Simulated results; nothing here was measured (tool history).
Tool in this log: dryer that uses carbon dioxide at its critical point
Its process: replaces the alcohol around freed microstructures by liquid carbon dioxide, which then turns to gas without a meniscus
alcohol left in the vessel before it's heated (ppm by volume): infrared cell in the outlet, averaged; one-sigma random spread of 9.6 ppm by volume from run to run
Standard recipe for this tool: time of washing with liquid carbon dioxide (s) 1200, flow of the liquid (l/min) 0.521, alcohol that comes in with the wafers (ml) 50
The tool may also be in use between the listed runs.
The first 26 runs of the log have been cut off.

run	day	time of washing with liquid carbon dioxide (s)	flow of the liquid (l/min)	alcohol that comes in with the wafers (ml)	alcohol left in the vessel before it's heated (ppm by volume)
27	21.838	900	0.868	31	264
28	22.604	1200	0.338	50	3302
29	23.217	1200	0.338	50	3199
30	24.104	1260	0.691	31	193
31	24.871	1200	0.703	50	331
32	25.992	1200	0.703	50	349
33	26.496	1140	0.508	50	1410
# day 27.033: inlet filter changed
34	27.654	1500	0.843	115	43
35	28.383	1500	0.843	115	50
36	28.962	1500	0.503	80	460

Predict each of these 4 candidate next runs independently; none follows another, all start after run 36:
A	29.854	960	0.503	120	?
B	29.854	1620	0.503	80	?
C	29.854	1320	0.461	80	?
D	29.854	1080	0.643	25	?

run	alcohol left in the vessel before it's heated (ppm by volume)
A	3330
B	344
C	1066
D	225
Take away the tool's hidden state, keep each run's random variation, and the runs would have read:
run	alcohol left in the vessel before it's heated (ppm by volume)
A	3139
B	287
C	972
D	178
